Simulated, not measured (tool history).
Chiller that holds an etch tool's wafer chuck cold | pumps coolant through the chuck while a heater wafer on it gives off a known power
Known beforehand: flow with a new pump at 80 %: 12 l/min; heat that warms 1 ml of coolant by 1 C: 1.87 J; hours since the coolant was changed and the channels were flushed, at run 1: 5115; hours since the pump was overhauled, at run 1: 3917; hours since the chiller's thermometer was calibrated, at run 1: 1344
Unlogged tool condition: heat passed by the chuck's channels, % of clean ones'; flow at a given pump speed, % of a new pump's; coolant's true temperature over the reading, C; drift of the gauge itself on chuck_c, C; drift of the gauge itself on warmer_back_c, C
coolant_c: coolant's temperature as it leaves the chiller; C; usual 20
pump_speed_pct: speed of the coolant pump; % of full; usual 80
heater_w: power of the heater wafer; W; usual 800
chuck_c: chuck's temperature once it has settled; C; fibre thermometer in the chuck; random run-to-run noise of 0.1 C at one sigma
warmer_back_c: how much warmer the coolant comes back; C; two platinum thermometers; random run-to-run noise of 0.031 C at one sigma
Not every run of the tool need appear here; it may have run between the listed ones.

run,day,coolant_c,pump_speed_pct,heater_w,hours since the coolant was changed and the channels were flushed,hours since the pump was overhauled,hours since the chiller's thermometer was calibrated,chuck_c,warmer_back_c
1,0,20,80,800,5115,3917,1344,26,2.2
2,2.625,20,80,800,5178,3980,1407,25.8,2.13
3,7.217,20,79,800,5288,4090,1517,26,2.18
4,10.133,20,79,800,5358,4160,1587,25.9,2.19
5,13.633,20,80,800,5442,4244,1671,25.9,2.2
6,18.879,20,80,800,5568,4370,1797,25.9,2.15
7,21.633,20,80,800,5634,4436,1863,25.9,2.19
8,25.542,20,80,800,5728,4530,1957,25.8,2.24
# day 28.704: chiller's thermometer calibrated
9,28.946,20,80,800,5809,4610,6,26.1,2.16
10,32.412,20,63,800,5892,4694,89,27.1,2.87
11,36.212,20,63,800,5983,4785,180,27.1,2.81
12,38.792,20,63,685,6045,4847,242,26.1,2.49
13,41.471,20,63,685,6110,4911,306,26,2.55
14,44.233,20,80,800,6176,4977,373,25.9,2.29
15,48.162,20,80,800,6270,5072,467,26,2.34
16,51.675,20,80,800,6354,5156,551,25.8,2.29
17,54.304,30,80,742,6417,5219,614,35.5,2.11
18,57.296,30,80,742,6489,5291,686,35.4,2.17
19,59.904,30,80,742,6552,5353,749,35.3,2.15
20,62.779,20,71,675,6621,5422,818,25.3,2.2
# day 63.475: coolant changed, channels flushed
21,68.067,20,76,843,110,5543,939,26.5,2.58
22,72.1,21,93,847,207,5640,1035,26.6,2.14
23,75.508,21,93,847,289,5722,1117,26.6,2.1
24,78.833,21,93,847,369,5802,1197,26.5,2.12
25,83.742,14,67,847,486,5919,1315,21.2,2.95
26,86.317,22,83,633,548,5981,1377,26.6,1.85
27,91.512,10,93,686,673,6106,1501,14.6,1.81
28,95.871,20,80,928,777,6211,1606,27,2.77
29,100.617,20,80,928,891,6324,1720,26.9,2.76
30,104.746,20,80,928,990,6424,1819,26.7,2.82
31,109.621,19,88,527,1107,6541,1936,22.4,1.58

Predict each of these 5 candidate next runs independently; none follows another, all start after run 31:
A,112.683,12,80,800,1181,6614,2009,?,?
B,112.683,20,80,1168,1181,6614,2009,?,?
C,112.683,20,80,1194,1181,6614,2009,?,?
D,112.683,19,88,1013,1181,6614,2009,?,?
E,112.683,12,88,650,1181,6614,2009,?,?

run,chuck_c,warmer_back_c
A,18,2.44
B,28.4,3.41
C,28.7,3.51
D,25.8,2.77
E,16.4,1.88
Take away the tool's hidden state, keep each run's random variation, and the runs would have read:
run,chuck_c,warmer_back_c
A,18,2.14
B,28.3,3.11
C,28.7,3.2
D,25.8,2.47
E,16.4,1.58
